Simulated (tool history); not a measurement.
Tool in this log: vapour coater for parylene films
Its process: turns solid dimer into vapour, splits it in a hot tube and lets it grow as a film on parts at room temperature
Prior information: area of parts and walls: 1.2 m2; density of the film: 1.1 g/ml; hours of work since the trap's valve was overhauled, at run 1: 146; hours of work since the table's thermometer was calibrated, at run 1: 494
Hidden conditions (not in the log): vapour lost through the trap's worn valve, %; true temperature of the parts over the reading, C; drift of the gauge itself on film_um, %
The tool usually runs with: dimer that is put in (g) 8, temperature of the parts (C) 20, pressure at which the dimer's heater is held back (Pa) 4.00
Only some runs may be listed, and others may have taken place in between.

run   hour  dimer that is put in (g)  temperature of the parts (C)  pressure at which the dimer's heater is held back (Pa)  hours of work since the trap's valve was overhauled  hours of work since the table's thermometer was calibrated  thickness of the film (µm)
  1    0.0                         8                            20                                                    4.00                                                  146                                                         494                        4.49
  2   20.4                         8                            20                                                    4.00                                                  159                                                         506                        4.44
  3   35.5                         8                            20                                                    4.00                                                  168                                                         516                        4.50
  4   56.1                         8                            20                                                    4.00                                                  181                                                         528                        4.50
  5   80.3                         8                            20                                                    4.00                                                  196                                                         543                        4.43
  6   92.4                         8                            28                                                    4.00                                                  203                                                         551                        3.01
  7  115.1                         8                            28                                                    3.57                                                  217                                                         565                        3.00
  8  132.3                         8                            28                                                    3.57                                                  228                                                         575                        3.03
  9  155.4                         8                            28                                                    3.57                                                  242                                                         590                        2.98
 10  169.3                         8                            28                                                    3.57                                                  250                                                         598                        2.96
     184.8  -- trap's valve overhauled
 11  189.5                         8                            15                                                    4.00                                                    3                                                         608                        5.86
 12  203.5                         8                            15                                                    4.00                                                   11                                                         617                        5.89
 13  228.5                         8                            20                                                    3.41                                                   27                                                         632                        4.89
 14  248.7                         4                            16                                                    4.00                                                   39                                                         645                        2.86
 15  265.9                         8                            16                                                    6.41                                                   50                                                         655                        5.23
 16  284.8                        14                            16                                                   10.85                                                   62                                                         667                        8.68
 17  298.2                        13                            22                                                    8.36                                                   70                                                         675                        6.21
 18  319.8                         6                            25                                                    7.53                                                   83                                                         688                        2.48
 19  347.2                         7                            20                                                    7.53                                                  100                                                         705                        3.68
 20  361.2                         7                            20                                                    7.53                                                  109                                                         714                        3.68
 21  378.5                         5                            30                                                    2.73                                                  119                                                         725                        1.88
 22  397.7                         5                            30                                                    2.73                                                  131                                                         736                        1.86
 23  419.2                         5                            30                                                    2.73                                                  144                                                         750                        1.85
 24  431.5                         5                            30                                                    2.73                                                  152                                                         757                        1.84
 25  448.2                         6                            16                                                    2.45                                                  162                                                         767                        4.10

Consider 3 possible next runs. They are alternatives, not a sequence: every one starts from the tool as it was left by run 25. What does each give?
  A  461.9                        14                            13                                                   10.53                                                  171                                                         776                           ?
  B  461.9                        12                            14                                                    4.00                                                  171                                                         776                           ?
  C  461.9                         5                            21                                                    4.01                                                  171                                                         776                           ?

run  thickness of the film (µm)
  A                        9.44
  B                        8.03
  C                        2.64
With no hidden state in the tool, these same runs would have given:
run  thickness of the film (µm)
  A                       10.28
  B                        8.86
  C                        2.87
